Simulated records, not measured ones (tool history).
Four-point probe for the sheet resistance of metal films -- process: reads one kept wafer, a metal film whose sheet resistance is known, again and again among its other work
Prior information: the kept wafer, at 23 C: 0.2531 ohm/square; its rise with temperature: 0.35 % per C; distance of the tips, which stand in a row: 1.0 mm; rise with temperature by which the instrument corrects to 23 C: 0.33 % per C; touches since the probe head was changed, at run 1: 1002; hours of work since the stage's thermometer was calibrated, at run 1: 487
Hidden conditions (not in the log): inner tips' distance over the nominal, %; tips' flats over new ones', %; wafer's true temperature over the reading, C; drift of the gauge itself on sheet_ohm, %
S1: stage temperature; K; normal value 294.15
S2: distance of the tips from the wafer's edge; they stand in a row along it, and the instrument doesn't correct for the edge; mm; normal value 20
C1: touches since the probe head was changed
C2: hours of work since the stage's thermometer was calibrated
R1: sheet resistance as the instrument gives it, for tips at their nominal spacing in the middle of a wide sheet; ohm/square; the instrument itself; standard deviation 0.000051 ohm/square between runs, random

run,hour,S1,S2,C1,C2,R1
1,0,294.15,20,1002,487,0.252351
2,50,292.15,20,2050,512,0.252277
3,95.5,294.15,45,3003,534,0.251949
4,165.3,294.15,45,4468,569,0.25214
5,228.2,301.15,20,5787,600,0.252643
6,282.1,302.15,20,6917,626,0.252652
# hour 288.7: stage's thermometer calibrated
7,332.7,302.15,20,7967,22,0.252486
8,385,307.15,17,9064,48,0.252831
# hour 442.3: stage's thermometer calibrated, once more
9,452.9,301.15,25,10478,5,0.25253
10,481.6,301.15,25,11078,19,0.252562
11,522.2,295.15,25,11931,40,0.252293

Run 12 is up next; what results do you expect?
12,553.8,295.15,25,12593,55,?

R1: 0.25233 ohm/square
Had the tool carried no hidden state, the very same run would have given R1 0.253288 ohm/square.
